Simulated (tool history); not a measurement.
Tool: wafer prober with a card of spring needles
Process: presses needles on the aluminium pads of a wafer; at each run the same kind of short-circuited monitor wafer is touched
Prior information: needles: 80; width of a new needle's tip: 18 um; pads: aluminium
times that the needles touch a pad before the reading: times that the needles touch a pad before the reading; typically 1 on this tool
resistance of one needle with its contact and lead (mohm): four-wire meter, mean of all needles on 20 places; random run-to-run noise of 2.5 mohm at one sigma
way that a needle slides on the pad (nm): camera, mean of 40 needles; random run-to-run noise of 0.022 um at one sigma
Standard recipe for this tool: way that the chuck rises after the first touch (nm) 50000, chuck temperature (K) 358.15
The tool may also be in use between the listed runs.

run	hour	way that the chuck rises after the first touch (nm)	chuck temperature (K)	times that the needles touch a pad before the reading	resistance of one needle with its contact and lead (mohm)	way that a needle slides on the pad (nm)
1	0	50000	358.15	1	288	12510
# hour 2.2: tips cleaned on abrasive film
2	10	50000	358.15	1	281	12480
# hour 11.6: tips cleaned on abrasive film
3	16.9	50000	358.15	1	285	12530
# hour 20.6: tips cleaned on abrasive film
4	25.5	50000	358.15	1	285	12480
# hour 29.8: tips cleaned on abrasive film
5	35.4	50000	303.15	1	265	12520
# hour 38.7: tips cleaned on abrasive film
6	45.1	50000	303.15	3	272	12530
# hour 47.8: tips cleaned on abrasive film
7	55.8	50000	303.15	3	265	12550
# hour 56.5: tips cleaned on abrasive film
8	61.3	50000	303.15	3	269	12540
# hour 65.2: tips cleaned on abrasive film
9	68.9	41000	345.15	2	285	10270
# hour 74.3: tips cleaned on abrasive film
10	76.8	41000	298.15	2	271	10270
# hour 83.1: tips cleaned on abrasive film
11	86.1	50000	305.15	3	268	12520
# hour 91.9: tips cleaned on abrasive film
12	93.2	40000	358.15	3	285	10030
13	100.2	40000	358.15	3	285	10020
# hour 100.8: tips cleaned on abrasive film
14	107.8	50000	372.15	1	289	12510

Consider 3 possible next runs. They are alternatives, not a sequence: every one starts from the tool as it was left by run 14. What does each give?
# hour 109.7: tips cleaned on abrasive film
A	112.8	45000	372.15	1	?	?
# hour 109.7: tips cleaned on abrasive film
B	112.8	33000	322.15	1	?	?
# hour 109.7: tips cleaned on abrasive film
C	112.8	33000	372.15	1	?	?

run	resistance of one needle with its contact and lead (mohm)	way that a needle slides on the pad (nm)
A	290	11270
B	284	8260
C	295	8230
Had the tool no hidden state, the same runs would have come out as:
run	resistance of one needle with its contact and lead (mohm)	way that a needle slides on the pad (nm)
A	289	11270
B	284	8260
C	294	8230
